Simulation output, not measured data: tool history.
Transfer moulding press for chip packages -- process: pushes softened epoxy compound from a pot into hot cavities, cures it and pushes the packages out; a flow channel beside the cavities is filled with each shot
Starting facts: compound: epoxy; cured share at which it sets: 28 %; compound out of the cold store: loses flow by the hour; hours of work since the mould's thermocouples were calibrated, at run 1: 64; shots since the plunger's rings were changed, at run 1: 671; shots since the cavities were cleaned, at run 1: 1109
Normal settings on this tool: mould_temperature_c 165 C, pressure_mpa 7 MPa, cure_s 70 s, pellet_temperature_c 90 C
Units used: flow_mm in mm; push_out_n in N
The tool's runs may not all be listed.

| run | hour | mould_temperature_c | pressure_mpa | cure_s | pellet_temperature_c | hours of work since the mould's thermocouples were calibrated | shots since the plunger's rings were changed | shots since the cavities were cleaned | incoming compound's hours out of the cold store | flow_mm | push_out_n |
|---|---|---|---|---|---|---|---|---|---|---|---|
| 1 | 0 | 165 | 7 | 70 | 90 | 64 | 671 | 1109 | 24.6 | 598 | 792 |
|  | 2.7 | cavities cleaned with cleaning compound and waxed |
| 2 | 9.8 | 165 | 6.82 | 70 | 90 | 69 | 787 | 100 | 11.6 | 619 | 530 |
| 3 | 16.6 | 165 | 6.82 | 70 | 90 | 74 | 883 | 196 | 42.6 | 557 | 606 |
| 4 | 20.4 | 165 | 6.82 | 70 | 90 | 76 | 937 | 250 | 29.9 | 574 | 654 |
| 5 | 26.1 | 165 | 7 | 70 | 90 | 80 | 1016 | 329 | 46.7 | 556 | 689 |
| 6 | 31.7 | 165 | 7 | 70 | 90 | 84 | 1094 | 407 | 24.2 | 594 | 710 |
| 7 | 40.1 | 165 | 7 | 70 | 90 | 89 | 1213 | 526 | 23.9 | 596 | 721 |
| 8 | 44.9 | 165 | 7 | 70 | 90 | 93 | 1280 | 593 | 44.2 | 559 | 724 |
| 9 | 54 | 165 | 7 | 86 | 90 | 99 | 1408 | 721 | 13.4 | 609 | 702 |
| 10 | 62.8 | 168 | 7 | 70 | 90 | 104 | 1531 | 844 | 13.2 | 605 | 745 |
| 11 | 69.5 | 168 | 7 | 70 | 84 | 109 | 1625 | 938 | 15.5 | 599 | 744 |
| 12 | 74 | 165 | 7 | 70 | 90 | 112 | 1688 | 1001 | 32.3 | 571 | 817 |
| 13 | 80.9 | 165 | 7 | 70 | 90 | 117 | 1785 | 1098 | 31.8 | 571 | 789 |
|  | 84.6 | cavities cleaned with cleaning compound and waxed |
| 14 | 89.1 | 171 | 7 | 70 | 90 | 121 | 1878 | 62 | 47.7 | 533 | 481 |
|  | 91.8 | mould's thermocouples calibrated |
| 15 | 95.7 | 171 | 7 | 70 | 90 | 3 | 1943 | 127 | 40.9 | 547 | 515 |
| 16 | 104.1 | 165 | 7 | 103 | 83 | 8 | 2062 | 246 | 45.3 | 554 | 559 |
| 17 | 111.7 | 165 | 7 | 103 | 83 | 13 | 2168 | 352 | 42.5 | 560 | 618 |
| 18 | 118.9 | 165 | 7 | 103 | 94 | 18 | 2269 | 453 | 8 | 608 | 683 |
| 19 | 126.5 | 164 | 7.46 | 103 | 83 | 23 | 2376 | 560 | 31.5 | 597 | 706 |
| 20 | 132.2 | 158 | 5.57 | 64 | 100 | 27 | 2456 | 640 | 19.8 | 544 | 1154 |
|  | 139.9 | mould's thermocouples calibrated, once more |
| 21 | 143.5 | 165 | 7.44 | 70 | 84 | 2 | 2586 | 770 | 34 | 592 | 784 |
| 22 | 148.4 | 165 | 7 | 70 | 87 | 6 | 2655 | 839 | 14.5 | 603 | 792 |
| 23 | 155.3 | 170 | 7 | 70 | 90 | 10 | 2752 | 936 | 23.2 | 575 | 745 |
| 24 | 159.3 | 165 | 7 | 67 | 98 | 13 | 2808 | 992 | 21.2 | 586 | 829 |
| 25 | 164.9 | 171 | 7.75 | 70 | 88 | 17 | 2886 | 1070 | 23 | 598 | 724 |
|  | 170.5 | cavities cleaned with cleaning compound and waxed |
| 26 | 172.8 | 161 | 7.75 | 70 | 98 | 21 | 2977 | 34 | 8.3 | 655 | 547 |
| 27 | 180.3 | 161 | 7.75 | 70 | 98 | 26 | 3082 | 139 | 12.2 | 646 | 671 |
| 28 | 189 | 161 | 7.75 | 70 | 98 | 32 | 3203 | 260 | 22.3 | 625 | 755 |

Here are 5 independent what-if runs from the current tool condition. What would each one return?
| A | 196.5 | 162 | 7.75 | 70 | 81 | 37 | 3308 | 365 | 27.2 | ? | ? |
| B | 196.5 | 165 | 7 | 62 | 90 | 37 | 3308 | 365 | 18.9 | ? | ? |
| C | 196.5 | 168 | 8.07 | 60 | 98 | 37 | 3308 | 365 | 18.8 | ? | ? |
| D | 196.5 | 165 | 7.91 | 74 | 90 | 37 | 3308 | 365 | 46 | ? | ? |
| E | 196.5 | 172 | 7 | 73 | 90 | 37 | 3308 | 365 | 32.7 | ? | ? |

| run | flow_mm | push_out_n |
|---|---|---|
| A | 611 | 774 |
| B | 590 | 762 |
| C | 625 | 711 |
| D | 580 | 638 |
| E | 548 | 622 |
With no hidden state in the tool, these same runs would have given:
| run | flow_mm | push_out_n |
|---|---|---|
| A | 639 | 509 |
| B | 616 | 498 |
| C | 654 | 469 |
| D | 607 | 415 |
| E | 573 | 407 |
